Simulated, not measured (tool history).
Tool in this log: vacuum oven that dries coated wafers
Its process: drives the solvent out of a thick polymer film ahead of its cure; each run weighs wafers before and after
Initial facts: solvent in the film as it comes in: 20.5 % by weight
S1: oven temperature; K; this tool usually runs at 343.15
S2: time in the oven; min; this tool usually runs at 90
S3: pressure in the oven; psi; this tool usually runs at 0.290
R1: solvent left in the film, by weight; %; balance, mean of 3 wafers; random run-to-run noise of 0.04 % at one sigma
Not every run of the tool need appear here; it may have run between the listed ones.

{"run": 1, "day": 0.0, "S1": 343.15, "S2": 90, "S3": 0.29, "R1": 2.45}
{"run": 2, "day": 0.783, "S1": 340.15, "S2": 90, "S3": 0.29, "R1": 3.44}
{"run": 3, "day": 1.575, "S1": 340.15, "S2": 90, "S3": 0.194, "R1": 3.21}
{"run": 4, "day": 2.238, "S1": 343.15, "S2": 72, "S3": 0.29, "R1": 3.46}
{"run": 5, "day": 3.121, "S1": 343.15, "S2": 72, "S3": 0.29, "R1": 3.35}
{"run": 6, "day": 4.038, "S1": 343.15, "S2": 72, "S3": 0.29, "R1": 3.37}
{"run": 7, "day": 4.779, "S1": 343.15, "S2": 108, "S3": 0.29, "R1": 1.99}
{"run": 8, "day": 5.571, "S1": 343.15, "S2": 108, "S3": 0.29, "R1": 1.96}
{"run": 9, "day": 6.225, "S1": 336.15, "S2": 108, "S3": 0.29, "R1": 4.21}
{"run": 10, "day": 7.117, "S1": 336.15, "S2": 108, "S3": 0.29, "R1": 4.19}
{"run": 11, "day": 7.567, "S1": 332.15, "S2": 66, "S3": 1.159, "R1": 11.72}
{"run": 12, "day": 8.225, "S1": 343.15, "S2": 158, "S3": 0.29, "R1": 1.3}
{"run": 13, "day": 8.846, "S1": 343.15, "S2": 158, "S3": 0.29, "R1": 1.34}
{"run": 14, "day": 9.533, "S1": 343.15, "S2": 158, "S3": 0.29, "R1": 1.32}
{"run": 15, "day": 10.342, "S1": 343.15, "S2": 158, "S3": 0.29, "R1": 1.27}
{"run": 16, "day": 10.825, "S1": 342.15, "S2": 47, "S3": 0.16, "R1": 5.71}
{"run": 17, "day": 11.421, "S1": 356.15, "S2": 90, "S3": 0.444, "R1": 0.99}

Per-run results on a tool with no hidden state, each run keeping its own random variation:
Unlogged tool condition in this case: true wafer temperature over the reading, C; true pressure over the reading, kPa; drift of the gauge itself on solvent_pct, %.
run=1 R1=2.34
run=2 R1=3.31
run=3 R1=3.08
run=4 R1=3.34
run=5 R1=3.24
run=6 R1=3.26
run=7 R1=1.90
run=8 R1=1.87
run=9 R1=4.09
run=10 R1=4.06
run=11 R1=11.59
run=12 R1=1.22
run=13 R1=1.26
run=14 R1=1.25
run=15 R1=1.19
run=16 R1=5.62
run=17 R1=0.95

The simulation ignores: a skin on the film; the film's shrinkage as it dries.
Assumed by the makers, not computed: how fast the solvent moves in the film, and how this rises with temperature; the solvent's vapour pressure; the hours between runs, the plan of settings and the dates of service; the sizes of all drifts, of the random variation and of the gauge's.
